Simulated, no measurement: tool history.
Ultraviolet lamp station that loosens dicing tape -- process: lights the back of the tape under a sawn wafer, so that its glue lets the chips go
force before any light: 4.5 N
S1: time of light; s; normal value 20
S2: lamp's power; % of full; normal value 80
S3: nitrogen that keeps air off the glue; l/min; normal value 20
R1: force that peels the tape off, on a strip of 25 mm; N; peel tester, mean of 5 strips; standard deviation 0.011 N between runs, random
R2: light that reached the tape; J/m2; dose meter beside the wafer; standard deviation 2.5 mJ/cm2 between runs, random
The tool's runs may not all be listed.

run	day	S1	S2	S3	R1	R2
1	0.000	20	80	20	0.461	3090
2	1.017	20	80	20	0.451	3110
3	3.221	20	80	20	0.451	3160
4	4.212	20	80	20	0.457	3050
5	5.646	20	80	20	0.467	3110
6	7.429	20	80	31	0.361	3120
7	9.817	20	80	8	0.823	3070
8	11.258	20	80	8	0.792	3110
9	12.312	20	80	8	0.848	3140
10	14.592	20	80	8	0.821	3120
11	16.696	20	80	8	0.792	3150
12	18.792	20	80	20	0.485	3150
13	20.175	20	80	20	0.480	3100
14	22.221	20	80	20	0.467	3130
15	23.562	14	83	9	1.183	2240
16	25.450	23	72	8	0.763	3250
17	27.646	23	75	24	0.382	3360
18	29.312	31	99	31	0.121	5940
19	30.708	15	61	31	1.005	1800
20	32.808	15	61	31	0.941	1800
21	35.183	16	65	7	1.548	2020
22	36.962	13	78	7	1.580	1960
23	38.238	13	78	7	1.501	1970
24	39.842	20	80	11	0.677	3100
25	41.925	20	80	11	0.664	3090

Between the runs listed above, the log contained 2 entries, not reproduced here. Where in the sequence does each belong, and how does what the log doesn't record of the tool's condition differ from the listed run before to the listed run after?
After run 9, before run 10: window cleaned of glue's vapour (day 14.592)
  both runs share identical hidden conditions
After run 22, before run 23: window cleaned of glue's vapour (day 37.717)
  both runs share identical hidden conditions
